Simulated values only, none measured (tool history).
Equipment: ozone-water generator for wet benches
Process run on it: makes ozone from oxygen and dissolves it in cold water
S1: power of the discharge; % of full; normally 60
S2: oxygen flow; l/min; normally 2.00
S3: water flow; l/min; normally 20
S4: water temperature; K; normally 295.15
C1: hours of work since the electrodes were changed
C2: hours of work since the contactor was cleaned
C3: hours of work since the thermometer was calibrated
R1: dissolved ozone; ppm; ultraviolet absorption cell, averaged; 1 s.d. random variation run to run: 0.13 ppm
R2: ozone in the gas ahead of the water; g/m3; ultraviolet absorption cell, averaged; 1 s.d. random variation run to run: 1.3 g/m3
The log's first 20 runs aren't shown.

run    hour  S1    S2  S3      S4    C1    C2    C3    R1     R2
 21  1531.6  64  2.00  15  295.15  2254  6693  1432  20.0  253.2
 22  1613.5  60  2.00  12  291.15  2326  6765  1504  24.2  242.2
     1685.8  -- contactor cleaned
 23  1687.2  65  1.81  17  291.15  2387     1  1565  18.0  261.9
 24  1772.4  43  2.12  17  291.15  2462    76  1640  14.6  193.2
 25  1864.3  43  2.51  17  293.15  2543   157  1721  15.5  182.4
 26  1929.9  72  2.51  17  293.15  2600   215  1778  21.1  249.7
 27  1975.8  44  1.11  20  293.15  2641   255  1819   9.4  242.8
 28  2079.8  60  1.45  20  293.15  2732   346  1910  13.0  269.6
 29  2174.9  60  1.45  19  293.15  2816   430  1994  13.9  268.4
 30  2242.5  86  2.94  20  295.15  2875   489  2053  21.4  262.0

Consider 4 possible next runs. They are alternatives, not a sequence: every one starts from the tool as it was left by run 30. What does each give?
  A  2328.0  86  1.99  14  295.15  2951  565  2128   ?   ?
  B  2328.0  86  2.94  20  294.15  2951  565  2128   ?   ?
  C  2328.0  68  2.94  20  295.15  2951  565  2128   ?   ?
  D  2328.0  86  1.69  31  295.15  2951  565  2128   ?   ?

run    R1     R2
  A  25.6  299.9
  B  21.4  260.8
  C  18.2  226.0
  D  10.5  317.0
Take away the tool's hidden state, keep each run's random variation, and the runs would have read:
run    R1     R2
  A  25.6  307.6
  B  21.4  267.5
  C  18.2  231.9
  D  10.5  325.2
